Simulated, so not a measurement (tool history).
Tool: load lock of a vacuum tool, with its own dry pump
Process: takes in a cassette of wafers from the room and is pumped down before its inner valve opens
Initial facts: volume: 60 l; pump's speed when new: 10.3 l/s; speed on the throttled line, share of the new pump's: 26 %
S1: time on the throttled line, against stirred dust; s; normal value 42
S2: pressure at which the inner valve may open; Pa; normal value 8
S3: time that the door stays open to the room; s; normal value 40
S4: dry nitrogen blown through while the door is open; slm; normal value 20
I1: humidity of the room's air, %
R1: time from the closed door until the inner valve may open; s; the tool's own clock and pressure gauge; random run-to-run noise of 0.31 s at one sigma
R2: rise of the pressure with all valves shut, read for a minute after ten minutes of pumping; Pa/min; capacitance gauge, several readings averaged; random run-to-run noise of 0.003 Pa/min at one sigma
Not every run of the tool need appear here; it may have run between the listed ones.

run 1 hour=0.0 | S1=42 S2=8 S3=40 S4=20 | I1=46.2 | R1=87.3 R2=0.107
run 2 hour=47.8 | S1=42 S2=8 S3=40 S4=20 | I1=46.5 | R1=86.9 R2=0.107
run 3 hour=118.0 | S1=42 S2=8 S3=40 S4=20 | I1=43.2 | R1=86.8 R2=0.114
run 4 hour=216.7 | S1=65 S2=8 S3=40 S4=20 | I1=42.1 | R1=103.6 R2=0.110
run 5 hour=292.6 | S1=42 S2=8 S3=40 S4=20 | I1=46.0 | R1=86.6 R2=0.118
run 6 hour=382.5 | S1=42 S2=8 S3=40 S4=20 | I1=48.4 | R1=87.0 R2=0.121
run 7 hour=468.1 | S1=42 S2=8 S3=40 S4=20 | I1=43.9 | R1=86.6 R2=0.119
run 8 hour=560.5 | S1=26 S2=8 S3=40 S4=20 | I1=46.6 | R1=74.9 R2=0.121
run 9 hour=625.9 | S1=26 S2=8 S3=40 S4=20 | I1=44.3 | R1=75.2 R2=0.130
run 10 hour=739.8 | S1=42 S2=10 S3=40 S4=20 | I1=45.0 | R1=85.7 R2=0.127
run 11 hour=850.5 | S1=37 S2=6 S3=136 S4=19 | I1=44.7 | R1=85.6 R2=0.142

Estimate the outcome of run 12 from the log above:
run 12 hour=944.3 | S1=37 S2=6 S3=136 S4=19 | I1=45.8 | R1=? R2=?

Run 12 produced R1 85.1 s, R2 0.151 Pa/min.
Without the tool's hidden state the same run would have given R1 84.9 s, R2 0.035 Pa/min.

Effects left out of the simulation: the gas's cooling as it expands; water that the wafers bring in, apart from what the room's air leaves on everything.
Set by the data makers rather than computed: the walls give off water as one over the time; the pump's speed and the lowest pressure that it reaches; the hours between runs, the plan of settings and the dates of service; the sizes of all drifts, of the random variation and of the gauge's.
